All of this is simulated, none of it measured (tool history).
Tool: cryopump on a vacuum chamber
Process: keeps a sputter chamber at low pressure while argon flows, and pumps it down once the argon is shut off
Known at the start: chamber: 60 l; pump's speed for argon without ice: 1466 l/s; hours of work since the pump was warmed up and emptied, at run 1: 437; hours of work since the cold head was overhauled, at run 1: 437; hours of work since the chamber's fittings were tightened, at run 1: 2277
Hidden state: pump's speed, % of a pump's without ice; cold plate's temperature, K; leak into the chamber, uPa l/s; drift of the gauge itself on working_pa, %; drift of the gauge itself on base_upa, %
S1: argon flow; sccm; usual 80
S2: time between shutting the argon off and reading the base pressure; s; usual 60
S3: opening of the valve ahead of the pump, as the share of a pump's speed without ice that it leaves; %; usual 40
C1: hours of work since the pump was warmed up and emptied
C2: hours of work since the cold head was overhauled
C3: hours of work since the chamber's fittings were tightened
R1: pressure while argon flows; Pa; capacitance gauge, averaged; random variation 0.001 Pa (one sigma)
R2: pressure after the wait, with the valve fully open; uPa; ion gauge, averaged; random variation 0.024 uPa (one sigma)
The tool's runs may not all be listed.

{"run": 1, "day": 0.0, "S1": 80, "S2": 60, "S3": 40, "C1": 437, "C2": 437, "C3": 2277, "R1": 0.2415, "R2": 2.37}
{"run": 2, "day": 0.55, "S1": 80, "S2": 60, "S3": 40, "C1": 443, "C2": 443, "C3": 2284, "R1": 0.2416, "R2": 2.43}
{"run": 3, "day": 1.208, "S1": 80, "S2": 60, "S3": 40, "C1": 451, "C2": 451, "C3": 2291, "R1": 0.2411, "R2": 2.51}
{"run": 4, "day": 1.838, "S1": 80, "S2": 60, "S3": 40, "C1": 458, "C2": 458, "C3": 2299, "R1": 0.2421, "R2": 2.42}
{"run": 5, "day": 2.4, "S1": 80, "S2": 60, "S3": 40, "C1": 465, "C2": 465, "C3": 2305, "R1": 0.2415, "R2": 2.39}
{"run": 6, "day": 3.138, "S1": 80, "S2": 60, "S3": 40, "C1": 473, "C2": 473, "C3": 2314, "R1": 0.2423, "R2": 2.5}
{"run": 7, "day": 3.688, "S1": 80, "S2": 60, "S3": 43, "C1": 479, "C2": 479, "C3": 2320, "R1": 0.2283, "R2": 2.36}
{"run": 8, "day": 4.233, "S1": 80, "S2": 60, "S3": 40, "C1": 486, "C2": 486, "C3": 2326, "R1": 0.2414, "R2": 2.47}
{"run": 9, "day": 5.004, "S1": 80, "S2": 60, "S3": 40, "C1": 495, "C2": 495, "C3": 2335, "R1": 0.244, "R2": 2.5}
{"run": 10, "day": 5.796, "S1": 80, "S2": 60, "S3": 40, "C1": 504, "C2": 504, "C3": 2344, "R1": 0.2444, "R2": 2.51}
{"run": 11, "day": 6.85, "S1": 80, "S2": 60, "S3": 40, "C1": 516, "C2": 516, "C3": 2356, "R1": 0.243, "R2": 2.48}
{"run": 12, "day": 7.542, "S1": 80, "S2": 128, "S3": 40, "C1": 524, "C2": 524, "C3": 2364, "R1": 0.2423, "R2": 2.2}
{"run": 13, "day": 8.333, "S1": 80, "S2": 128, "S3": 40, "C1": 533, "C2": 533, "C3": 2373, "R1": 0.2445, "R2": 2.19}
{"run": 14, "day": 8.896, "S1": 80, "S2": 128, "S3": 40, "C1": 539, "C2": 539, "C3": 2380, "R1": 0.2441, "R2": 2.06}
{"run": 15, "day": 9.421, "S1": 80, "S2": 60, "S3": 40, "C1": 545, "C2": 545, "C3": 2386, "R1": 0.2446, "R2": 2.48}
{"run": 16, "day": 10.233, "S1": 43, "S2": 36, "S3": 15, "C1": 555, "C2": 555, "C3": 2395, "R1": 0.3374, "R2": 2.87}
{"run": 17, "day": 11.267, "S1": 59, "S2": 95, "S3": 24, "C1": 567, "C2": 567, "C3": 2407, "R1": 0.2933, "R2": 2.37}
{"run": 18, "day": 12.017, "S1": 59, "S2": 95, "S3": 24, "C1": 575, "C2": 575, "C3": 2416, "R1": 0.2935, "R2": 2.23}
{"run": 19, "day": 12.85, "S1": 59, "S2": 95, "S3": 24, "C1": 585, "C2": 585, "C3": 2425, "R1": 0.2971, "R2": 2.33}
{"run": 20, "day": 13.567, "S1": 96, "S2": 60, "S3": 39, "C1": 593, "C2": 593, "C3": 2433, "R1": 0.3018, "R2": 2.59}
{"run": 21, "day": 14.421, "S1": 96, "S2": 60, "S3": 39, "C1": 603, "C2": 603, "C3": 2443, "R1": 0.3021, "R2": 2.49}
{"run": 22, "day": 14.975, "S1": 41, "S2": 60, "S3": 40, "C1": 609, "C2": 609, "C3": 2450, "R1": 0.1246, "R2": 2.56}
{"run": 23, "day": 15.908, "S1": 109, "S2": 149, "S3": 31, "C1": 620, "C2": 620, "C3": 2460, "R1": 0.4247, "R2": 2.26}
{"run": 24, "day": 17.017, "S1": 132, "S2": 64, "S3": 40, "C1": 633, "C2": 633, "C3": 2473, "R1": 0.4046, "R2": 2.55}
{"run": 25, "day": 17.967, "S1": 132, "S2": 64, "S3": 40, "C1": 643, "C2": 643, "C3": 2484, "R1": 0.4048, "R2": 2.67}
{"run": 26, "day": 19.075, "S1": 132, "S2": 64, "S3": 40, "C1": 656, "C2": 656, "C3": 2497, "R1": 0.4058, "R2": 2.62}
{"run": 27, "day": 19.871, "S1": 150, "S2": 119, "S3": 17, "C1": 665, "C2": 665, "C3": 2506, "R1": 1.0424, "R2": 2.38}
{"run": 28, "day": 20.738, "S1": 150, "S2": 119, "S3": 17, "C1": 675, "C2": 675, "C3": 2516, "R1": 1.0453, "R2": 2.28}
{"run": 29, "day": 21.617, "S1": 127, "S2": 60, "S3": 40, "C1": 685, "C2": 685, "C3": 2526, "R1": 0.3938, "R2": 2.6}

Forecast each of these 5 alternatives for the next run:
{"run": "A", "day": 22.6, "S1": 39, "S2": 60, "S3": 16, "C1": 697, "C2": 697, "C3": 2537, "R1": "?", "R2": "?"}
{"run": "B", "day": 22.6, "S1": 114, "S2": 110, "S3": 20, "C1": 697, "C2": 697, "C3": 2537, "R1": "?", "R2": "?"}
{"run": "C", "day": 22.6, "S1": 127, "S2": 60, "S3": 28, "C1": 697, "C2": 697, "C3": 2537, "R1": "?", "R2": "?"}
{"run": "D", "day": 22.6, "S1": 112, "S2": 21, "S3": 40, "C1": 697, "C2": 697, "C3": 2537, "R1": "?", "R2": "?"}
{"run": "E", "day": 22.6, "S1": 117, "S2": 53, "S3": 38, "C1": 697, "C2": 697, "C3": 2537, "R1": "?", "R2": "?"}

run=A R1=0.2921 R2=2.75
run=B R1=0.6812 R2=2.34
run=C R1=0.5482 R2=2.75
run=D R1=0.3443 R2=3.84
run=E R1=0.3817 R2=2.85
Without the tool's hidden state the same runs would have given:
run=A R1=0.2837 R2=0.89
run=B R1=0.6567 R2=0.54
run=C R1=0.521 R2=0.87
run=D R1=0.3204 R2=2.03
run=E R1=0.3564 R2=0.99
